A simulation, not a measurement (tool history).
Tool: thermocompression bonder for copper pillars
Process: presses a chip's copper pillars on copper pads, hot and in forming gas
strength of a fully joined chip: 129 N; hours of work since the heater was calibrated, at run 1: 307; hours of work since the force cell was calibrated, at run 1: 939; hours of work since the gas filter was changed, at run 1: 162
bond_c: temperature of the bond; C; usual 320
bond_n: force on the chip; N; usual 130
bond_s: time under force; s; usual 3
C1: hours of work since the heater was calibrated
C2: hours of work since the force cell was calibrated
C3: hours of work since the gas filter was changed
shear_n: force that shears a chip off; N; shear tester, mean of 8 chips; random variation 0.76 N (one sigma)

{"run": 1, "hour": 0.0, "bond_c": 320, "bond_n": 130, "bond_s": 3, "C1": 307, "C2": 939, "C3": 162, "shear_n": 52.1}
{"run": 2, "hour": 44.9, "bond_c": 320, "bond_n": 130, "bond_s": 3, "C1": 335, "C2": 967, "C3": 190, "shear_n": 51.7}
{"run": 3, "hour": 82.8, "bond_c": 320, "bond_n": 130, "bond_s": 3, "C1": 359, "C2": 991, "C3": 214, "shear_n": 50.7}
{"hour": 104.2, "done": "forming gas filter changed"}
{"run": 4, "hour": 110.4, "bond_c": 320, "bond_n": 140, "bond_s": 3, "C1": 376, "C2": 1008, "C3": 4, "shear_n": 57.3}
{"run": 5, "hour": 140.9, "bond_c": 320, "bond_n": 140, "bond_s": 3, "C1": 395, "C2": 1027, "C3": 23, "shear_n": 57.6}
{"run": 6, "hour": 190.2, "bond_c": 320, "bond_n": 140, "bond_s": 3, "C1": 426, "C2": 1059, "C3": 54, "shear_n": 56.8}
{"run": 7, "hour": 245.0, "bond_c": 320, "bond_n": 140, "bond_s": 3, "C1": 461, "C2": 1093, "C3": 89, "shear_n": 56.2}
{"run": 8, "hour": 294.2, "bond_c": 320, "bond_n": 140, "bond_s": 3, "C1": 492, "C2": 1124, "C3": 120, "shear_n": 53.6}
{"run": 9, "hour": 322.6, "bond_c": 320, "bond_n": 130, "bond_s": 3, "C1": 510, "C2": 1142, "C3": 138, "shear_n": 51.1}
{"run": 10, "hour": 353.7, "bond_c": 320, "bond_n": 130, "bond_s": 3, "C1": 530, "C2": 1162, "C3": 158, "shear_n": 51.5}
{"run": 11, "hour": 388.6, "bond_c": 320, "bond_n": 130, "bond_s": 3, "C1": 552, "C2": 1184, "C3": 180, "shear_n": 49.9}
{"run": 12, "hour": 422.9, "bond_c": 310, "bond_n": 130, "bond_s": 3, "C1": 573, "C2": 1206, "C3": 201, "shear_n": 45.6}
{"run": 13, "hour": 447.3, "bond_c": 291, "bond_n": 130, "bond_s": 3, "C1": 589, "C2": 1221, "C3": 217, "shear_n": 34.9}
{"hour": 462.4, "done": "forming gas filter changed"}
{"run": 14, "hour": 503.8, "bond_c": 320, "bond_n": 130, "bond_s": 3, "C1": 624, "C2": 1256, "C3": 26, "shear_n": 54.5}
{"run": 15, "hour": 549.4, "bond_c": 320, "bond_n": 130, "bond_s": 4, "C1": 653, "C2": 1285, "C3": 55, "shear_n": 58.7}
{"run": 16, "hour": 598.8, "bond_c": 320, "bond_n": 130, "bond_s": 2, "C1": 684, "C2": 1316, "C3": 86, "shear_n": 46.0}
{"run": 17, "hour": 655.7, "bond_c": 320, "bond_n": 130, "bond_s": 2, "C1": 720, "C2": 1352, "C3": 122, "shear_n": 45.0}
{"run": 18, "hour": 712.9, "bond_c": 320, "bond_n": 118, "bond_s": 3, "C1": 756, "C2": 1388, "C3": 158, "shear_n": 47.1}
{"run": 19, "hour": 736.8, "bond_c": 320, "bond_n": 130, "bond_s": 7, "C1": 771, "C2": 1404, "C3": 173, "shear_n": 66.9}
{"run": 20, "hour": 766.3, "bond_c": 311, "bond_n": 137, "bond_s": 4, "C1": 790, "C2": 1422, "C3": 192, "shear_n": 50.4}
{"run": 21, "hour": 801.9, "bond_c": 349, "bond_n": 126, "bond_s": 4, "C1": 813, "C2": 1445, "C3": 215, "shear_n": 70.0}
{"hour": 823.6, "done": "forming gas filter changed"}
{"run": 22, "hour": 854.8, "bond_c": 327, "bond_n": 79, "bond_s": 3, "C1": 846, "C2": 1478, "C3": 20, "shear_n": 43.0}
{"run": 23, "hour": 899.0, "bond_c": 327, "bond_n": 79, "bond_s": 3, "C1": 874, "C2": 1506, "C3": 48, "shear_n": 42.2}
{"run": 24, "hour": 929.9, "bond_c": 320, "bond_n": 130, "bond_s": 3, "C1": 893, "C2": 1525, "C3": 67, "shear_n": 51.1}
{"hour": 936.8, "done": "heater calibrated with a thermocouple chip"}
{"run": 25, "hour": 965.8, "bond_c": 320, "bond_n": 151, "bond_s": 6, "C1": 18, "C2": 1547, "C3": 89, "shear_n": 66.9}
{"run": 26, "hour": 995.4, "bond_c": 320, "bond_n": 130, "bond_s": 2, "C1": 37, "C2": 1565, "C3": 107, "shear_n": 40.3}
{"run": 27, "hour": 1032.8, "bond_c": 333, "bond_n": 102, "bond_s": 8, "C1": 61, "C2": 1589, "C3": 131, "shear_n": 68.4}
{"run": 28, "hour": 1074.7, "bond_c": 333, "bond_n": 102, "bond_s": 8, "C1": 87, "C2": 1615, "C3": 157, "shear_n": 67.1}
{"run": 29, "hour": 1129.2, "bond_c": 326, "bond_n": 171, "bond_s": 6, "C1": 122, "C2": 1650, "C3": 192, "shear_n": 72.1}
{"run": 30, "hour": 1175.5, "bond_c": 326, "bond_n": 171, "bond_s": 6, "C1": 151, "C2": 1679, "C3": 221, "shear_n": 69.2}
{"hour": 1185.5, "done": "forming gas filter changed"}
{"hour": 1197.5, "done": "heater calibrated with a thermocouple chip, once more"}
{"run": 31, "hour": 1228.7, "bond_c": 326, "bond_n": 171, "bond_s": 6, "C1": 20, "C2": 1711, "C3": 26, "shear_n": 87.8}
{"run": 32, "hour": 1279.5, "bond_c": 312, "bond_n": 95, "bond_s": 5, "C1": 52, "C2": 1743, "C3": 58, "shear_n": 53.6}
{"run": 33, "hour": 1315.2, "bond_c": 302, "bond_n": 144, "bond_s": 3, "C1": 74, "C2": 1766, "C3": 81, "shear_n": 49.4}
{"run": 34, "hour": 1359.2, "bond_c": 330, "bond_n": 130, "bond_s": 2, "C1": 102, "C2": 1794, "C3": 108, "shear_n": 53.1}
{"run": 35, "hour": 1402.9, "bond_c": 330, "bond_n": 100, "bond_s": 3, "C1": 130, "C2": 1821, "C3": 136, "shear_n": 53.4}
{"run": 36, "hour": 1453.3, "bond_c": 320, "bond_n": 130, "bond_s": 3, "C1": 162, "C2": 1853, "C3": 168, "shear_n": 53.8}
{"run": 37, "hour": 1501.0, "bond_c": 302, "bond_n": 112, "bond_s": 6, "C1": 192, "C2": 1883, "C3": 198, "shear_n": 51.4}
{"run": 38, "hour": 1537.1, "bond_c": 302, "bond_n": 112, "bond_s": 6, "C1": 215, "C2": 1906, "C3": 221, "shear_n": 51.8}

Hidden state at the last listed run before each entry between runs and at the first one after, where it differs:
Between runs 3 and 4: forming gas filter changed (hour 104.2)
  true temperature of the bond over the reading, C: -3.5 -> -3.6; oxide that the forming gas leaves, % of the face: 8.99 -> 0.69
  measured less the result without the state, shear_n: -5.9 -> -1.4 N
Between runs 13 and 14: forming gas filter changed (hour 462.4)
  true temperature of the bond over the reading, C: -5.5 -> -5.8; force that reaches the chip, % of what is set: 103.6 -> 103.7; oxide that the forming gas leaves, % of the face: 9.03 -> 1.51
  measured less the result without the state, shear_n: -5.2 -> -3.0 N
Between runs 21 and 22: forming gas filter changed (hour 823.6)
  true temperature of the bond over the reading, C: -7.5 -> -7.7; force that reaches the chip, % of what is set: 104.2 -> 104.3; oxide that the forming gas leaves, % of the face: 9.28 -> 1.33
  measured less the result without the state, shear_n: -9.9 -> -3.2 N
Between runs 24 and 25: heater calibrated with a thermocouple chip (hour 936.8)
  true temperature of the bond over the reading, C: -8.1 -> -13.2; force that reaches the chip, % of what is set: 104.4 -> 104.5; oxide that the forming gas leaves, % of the face: 3.2 -> 4
  measured less the result without the state, shear_n: -5.0 -> -9.9 N
Between runs 30 and 31: forming gas filter changed (hour 1185.5); heater calibrated with a thermocouple chip, once more (hour 1197.5)
  true temperature of the bond over the reading, C: -14.4 -> 0.5; force that reaches the chip, % of what is set: 104.8 -> 104.9; oxide that the forming gas leaves, % of the face: 9.21 -> 1.56
  measured less the result without the state, shear_n: -14.8 -> +1.1 N
